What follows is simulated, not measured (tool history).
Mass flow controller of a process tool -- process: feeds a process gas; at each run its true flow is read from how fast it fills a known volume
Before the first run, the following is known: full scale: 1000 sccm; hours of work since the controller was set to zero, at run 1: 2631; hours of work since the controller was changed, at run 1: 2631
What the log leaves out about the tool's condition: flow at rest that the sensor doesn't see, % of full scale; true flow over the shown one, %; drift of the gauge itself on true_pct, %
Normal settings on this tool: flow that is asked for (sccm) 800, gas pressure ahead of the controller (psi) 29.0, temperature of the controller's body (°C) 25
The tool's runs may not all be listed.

run,hour,flow that is asked for (sccm),gas pressure ahead of the controller (psi),temperature of the controller's body (°C),hours of work since the controller was set to zero,hours of work since the controller was changed,true flow (%)
1,0.0,800,29.0,25,2631,2631,100.34
2,169.2,800,29.0,25,2692,2692,100.33
3,394.8,800,29.0,25,2773,2773,100.33
4,562.4,800,29.0,25,2834,2834,100.22
5,719.8,800,29.0,25,2890,2890,100.25
6,914.9,800,29.0,21,2961,2961,100.36
7,1189.2,800,29.0,21,3060,3060,100.28
# hour 1220.9: controller's zero set anew
8,1412.1,800,29.0,21,69,3140,100.22
9,1794.8,195,29.0,21,207,3278,98.03
10,2008.4,800,29.0,25,284,3355,100.32
11,2242.3,800,29.0,38,368,3439,100.64
12,2433.0,800,29.0,38,437,3508,100.69
13,2628.2,191,29.0,27,507,3578,97.84
14,2958.8,523,29.0,35,626,3697,100.08
# hour 2994.7: controller's zero set anew, once more
15,3183.6,523,29.0,35,68,3778,100.82
16,3396.1,800,37.9,27,145,3854,101.34
17,3561.0,311,40.3,27,204,3914,100.59
18,3738.5,311,40.3,27,268,3978,100.73
19,4092.8,142,28.9,34,396,4105,100.23
20,4418.9,164,30.3,26,513,4223,100.12
21,4600.9,469,30.9,26,579,4289,100.72

Here are 5 independent what-if runs from the current tool condition. What would each one return?
A,4868.1,103,34.2,21,675,4385,?
B,4868.1,800,21.5,25,675,4385,?
C,4868.1,800,29.0,30,675,4385,?
D,4868.1,469,23.9,39,675,4385,?
E,4868.1,205,35.5,26,675,4385,?

run,true flow (%)
A,99.85
B,100.87
C,101.22
D,100.66
E,100.36
Stripped of hidden state, with their random variation kept, the same runs would have yielded:
run,true flow (%)
A,99.17
B,99.64
C,99.99
D,99.49
E,99.37

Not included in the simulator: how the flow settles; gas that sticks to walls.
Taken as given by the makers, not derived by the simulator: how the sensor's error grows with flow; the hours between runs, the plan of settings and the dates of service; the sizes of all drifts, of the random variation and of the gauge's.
